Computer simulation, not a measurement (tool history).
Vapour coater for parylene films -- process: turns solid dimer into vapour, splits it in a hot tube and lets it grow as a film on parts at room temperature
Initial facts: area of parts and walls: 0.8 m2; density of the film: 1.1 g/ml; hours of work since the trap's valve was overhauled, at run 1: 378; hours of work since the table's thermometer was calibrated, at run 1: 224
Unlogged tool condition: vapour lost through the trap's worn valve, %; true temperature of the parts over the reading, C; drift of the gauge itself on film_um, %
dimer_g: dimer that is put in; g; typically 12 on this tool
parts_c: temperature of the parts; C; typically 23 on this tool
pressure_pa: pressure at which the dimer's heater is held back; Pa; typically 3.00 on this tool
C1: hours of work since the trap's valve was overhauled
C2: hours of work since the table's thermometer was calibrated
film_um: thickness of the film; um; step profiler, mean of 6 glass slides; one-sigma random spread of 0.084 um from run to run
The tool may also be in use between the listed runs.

Run 1, day 0.000: usual settings; C1 378; C2 224. Result: film_um 10.14 um.
Run 2, day 0.483: usual settings; C1 388; C2 235. Result: film_um 10.13 um.
Run 3, day 1.117: usual settings; C1 401; C2 248. Result: film_um 10.03 um.
Run 4, day 1.467: usual settings but parts_c 27 C; C1 409; C2 256. Result: film_um 9.51 um.
Run 5, day 1.825: usual settings but parts_c 27 C; C1 417; C2 263. Result: film_um 9.56 um.
Run 6, day 2.179: usual settings but parts_c 27 C; C1 424; C2 271. Result: film_um 9.35 um.
Run 7, day 2.688: usual settings but pressure_pa 8.82 Pa; C1 435; C2 282. Result: film_um 9.38 um.
Run 8, day 3.325: usual settings; C1 449; C2 295. Result: film_um 10.23 um.
Run 9, day 3.675: usual settings; C1 456; C2 303. Result: film_um 10.13 um.
Run 10, day 4.421: usual settings; C1 472; C2 319. Result: film_um 10.06 um.
Run 11, day 4.758: usual settings; C1 479; C2 326. Result: film_um 10.18 um.
Run 12, day 5.329: usual settings but dimer_g 17 g; C1 491; C2 338. Result: film_um 14.42 um.
At day 6.029: trap's valve overhauled.
Run 13, day 6.092: usual settings but dimer_g 17 g; C1 1; C2 351. Result: film_um 14.56 um.
Run 14, day 6.608: usual settings but pressure_pa 6.28 Pa; C1 12; C2 362. Result: film_um 9.70 um.
Run 15, day 7.029: usual settings but dimer_g 11 g, parts_c 21 C; C1 21; C2 371. Result: film_um 9.65 um.
Run 16, day 7.788: usual settings but parts_c 35 C; C1 38; C2 387. Result: film_um 8.28 um.
Run 17, day 8.408: usual settings but parts_c 35 C; C1 51; C2 400. Result: film_um 8.29 um.
Run 18, day 9.071: usual settings but parts_c 35 C; C1 65; C2 414. Result: film_um 8.28 um.
Run 19, day 9.412: usual settings but parts_c 15 C, pressure_pa 3.38 Pa; C1 72; C2 422. Result: film_um 11.64 um.
Run 20, day 10.112: usual settings but dimer_g 8 g, parts_c 15 C, pressure_pa 10.08 Pa; C1 87; C2 437. Result: film_um 7.19 um.
Run 21, day 10.883: usual settings but pressure_pa 3.15 Pa; C1 104; C2 453. Result: film_um 10.12 um.
Run 22, day 11.275: usual settings but parts_c 34 C, pressure_pa 8.75 Pa; C1 112; C2 461. Result: film_um 7.71 um.
Run 23, day 12.021: usual settings but parts_c 34 C, pressure_pa 8.75 Pa; C1 128; C2 477. Result: film_um 7.90 um.
Run 24, day 12.429: usual settings but dimer_g 9 g, parts_c 26 C; C1 137; C2 486. Result: film_um 7.09 um.
Run 25, day 12.833: usual settings but dimer_g 19 g, pressure_pa 2.46 Pa; C1 145; C2 495. Result: film_um 16.15 um.
Run 26, day 13.179: usual settings but pressure_pa 2.54 Pa; C1 153; C2 502. Result: film_um 10.14 um.
Run 27, day 13.929: usual settings but dimer_g 10 g, parts_c 15 C, pressure_pa 2.54 Pa; C1 169; C2 518. Result: film_um 9.89 um.

Here are 3 independent what-if runs from the current tool condition. What would each one return?
Run A, day 14.333: usual settings but parts_c 17 C; C1 177; C2 527. Result: film_um ?.
Run B, day 14.333: usual settings but dimer_g 7 g, parts_c 16 C, pressure_pa 11.33 Pa; C1 177; C2 527. Result: film_um ?.
Run C, day 14.333: usual settings but dimer_g 10 g, parts_c 15 C, pressure_pa 11.63 Pa; C1 177; C2 527. Result: film_um ?.

run  film_um
  A    11.53
  B     6.18
  C     8.81
Without the tool's hidden state the same runs would have given:
run  film_um
  A    11.56
  B     6.19
  C     8.83
